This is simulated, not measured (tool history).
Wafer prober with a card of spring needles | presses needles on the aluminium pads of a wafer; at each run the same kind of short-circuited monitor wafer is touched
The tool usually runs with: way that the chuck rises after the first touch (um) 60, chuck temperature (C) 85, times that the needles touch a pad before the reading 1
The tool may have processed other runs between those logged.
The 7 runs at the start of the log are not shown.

| run | hour | way that the chuck rises after the first touch (um) | chuck temperature (C) | times that the needles touch a pad before the reading | touches since the tips were cleaned | cleanings since the card got new needles | touches since the first contact's height was set | resistance of one needle with its contact and lead (mohm) | way that a needle slides on the pad (um) |
|---|---|---|---|---|---|---|---|---|---|
|  | 98.1 | tips cleaned on abrasive film |
| 8 | 107.6 | 60 | 85 | 1 | 4638 | 73 | 155445 | 269 | 9.86 |
|  | 109.1 | tips cleaned on abrasive film |
|  | 119.2 | tips cleaned on abrasive film |
| 9 | 119.5 | 60 | 85 | 1 | 147 | 75 | 161207 | 266 | 9.91 |
|  | 129 | tips cleaned on abrasive film |
| 10 | 136.3 | 60 | 85 | 1 | 3609 | 76 | 169439 | 273 | 9.96 |
|  | 139 | tips cleaned on abrasive film |
|  | 150 | tips cleaned on abrasive film |
| 11 | 155.4 | 60 | 85 | 1 | 2666 | 78 | 178714 | 273 | 9.88 |
|  | 160.3 | tips cleaned on abrasive film |
|  | 170.1 | tips cleaned on abrasive film |
| 12 | 170.1 | 60 | 85 | 1 | 0 | 80 | 185825 | 271 | 9.86 |
|  | 179.9 | tips cleaned on abrasive film |
| 13 | 179.9 | 60 | 85 | 1 | 0 | 81 | 190584 | 270 | 9.91 |
|  | 190 | tips cleaned on abrasive film |
| 14 | 196.6 | 62 | 85 | 1 | 3229 | 82 | 198742 | 268 | 10.35 |
|  | 200.5 | tips cleaned on abrasive film |
|  | 210.6 | tips cleaned on abrasive film |
| 15 | 211.4 | 62 | 85 | 1 | 365 | 84 | 205888 | 269 | 10.25 |
|  | 221.1 | tips cleaned on abrasive film |
| 16 | 228.3 | 62 | 85 | 1 | 3545 | 85 | 214164 | 273 | 10.33 |
|  | 231 | tips cleaned on abrasive film |
| 17 | 238.6 | 62 | 85 | 1 | 3742 | 86 | 219188 | 275 | 10.32 |
|  | 242.1 | tips cleaned on abrasive film |
|  | 250.4 | height of the first contact set anew |
| 18 | 251.6 | 63 | 58 | 3 | 4525 | 87 | 582 | 262 | 10.48 |
|  | 252.8 | tips cleaned on abrasive film |
|  | 263.9 | tips cleaned on abrasive film |
| 19 | 264.2 | 51 | 93 | 3 | 107 | 89 | 6655 | 277 | 8.49 |
|  | 274.1 | tips cleaned on abrasive film |
| 20 | 274.1 | 51 | 93 | 3 | 0 | 90 | 11478 | 269 | 8.52 |
|  | 284.6 | tips cleaned on abrasive film |
| 21 | 285.9 | 55 | 29 | 2 | 623 | 91 | 17232 | 256 | 9.18 |
|  | 294.9 | tips cleaned on abrasive film |
| 22 | 298.6 | 55 | 77 | 2 | 1823 | 92 | 23448 | 271 | 9.14 |
|  | 304.9 | tips cleaned on abrasive film |
|  | 315.4 | tips cleaned on abrasive film |
| 23 | 317.2 | 71 | 37 | 2 | 878 | 94 | 32457 | 253 | 11.86 |
|  | 325.5 | tips cleaned on abrasive film |
| 24 | 327.3 | 59 | 77 | 1 | 878 | 95 | 37375 | 264 | 9.81 |
|  | 335.6 | tips cleaned on abrasive film |
| 25 | 342.3 | 59 | 77 | 1 | 3311 | 96 | 44699 | 270 | 9.9 |
|  | 344.2 | gauge calibrated |
|  | 346.1 | tips cleaned on abrasive film |
| 26 | 355.7 | 59 | 53 | 2 | 4746 | 97 | 51237 | 260 | 9.63 |
|  | 357 | tips cleaned on abrasive film |
|  | 368.1 | tips cleaned on abrasive film |
| 27 | 368.6 | 72 | 106 | 1 | 249 | 99 | 57485 | 274 | 11.71 |
|  | 378.8 | tips cleaned on abrasive film |
| 28 | 379.3 | 72 | 106 | 1 | 275 | 100 | 62683 | 277 | 11.77 |
|  | 389.1 | tips cleaned on abrasive film |
| 29 | 394 | 72 | 106 | 1 | 2441 | 101 | 69858 | 275 | 11.66 |
|  | 400 | tips cleaned on abrasive film |
|  | 410.1 | tips cleaned on abrasive film |
| 30 | 414.8 | 53 | 113 | 2 | 2285 | 103 | 79960 | 279 | 8.73 |
|  | 420.6 | tips cleaned on abrasive film |
| 31 | 426.5 | 60 | 28 | 1 | 2860 | 104 | 85648 | 249 | 9.85 |

Below are 5 alternative next runs, each starting from the tool's condition after run 31. Predict each:
|  | 430.6 | tips cleaned on abrasive film |
| A | 439.4 | 68 | 67 | 2 | 4301 | 105 | 91936 | ? | ? |
|  | 430.6 | tips cleaned on abrasive film |
| B | 439.4 | 51 | 113 | 2 | 4301 | 105 | 91936 | ? | ? |
|  | 430.6 | tips cleaned on abrasive film |
| C | 439.4 | 60 | 37 | 1 | 4301 | 105 | 91936 | ? | ? |
|  | 430.6 | tips cleaned on abrasive film |
| D | 439.4 | 60 | 85 | 2 | 4301 | 105 | 91936 | ? | ? |
|  | 430.6 | tips cleaned on abrasive film |
| E | 439.4 | 65 | 43 | 1 | 4301 | 105 | 91936 | ? | ? |

| run | resistance of one needle with its contact and lead (mohm) | way that a needle slides on the pad (um) |
|---|---|---|
| A | 262 | 11.17 |
| B | 282 | 8.35 |
| C | 260 | 9.92 |
| D | 271 | 9.93 |
| E | 258 | 10.58 |
Stripped of hidden state, with their random variation kept, the same runs would have yielded:
| run | resistance of one needle with its contact and lead (mohm) | way that a needle slides on the pad (um) |
|---|---|---|
| A | 262 | 11.08 |
| B | 281 | 8.29 |
| C | 260 | 9.85 |
| D | 270 | 9.85 |
| E | 257 | 10.5 |
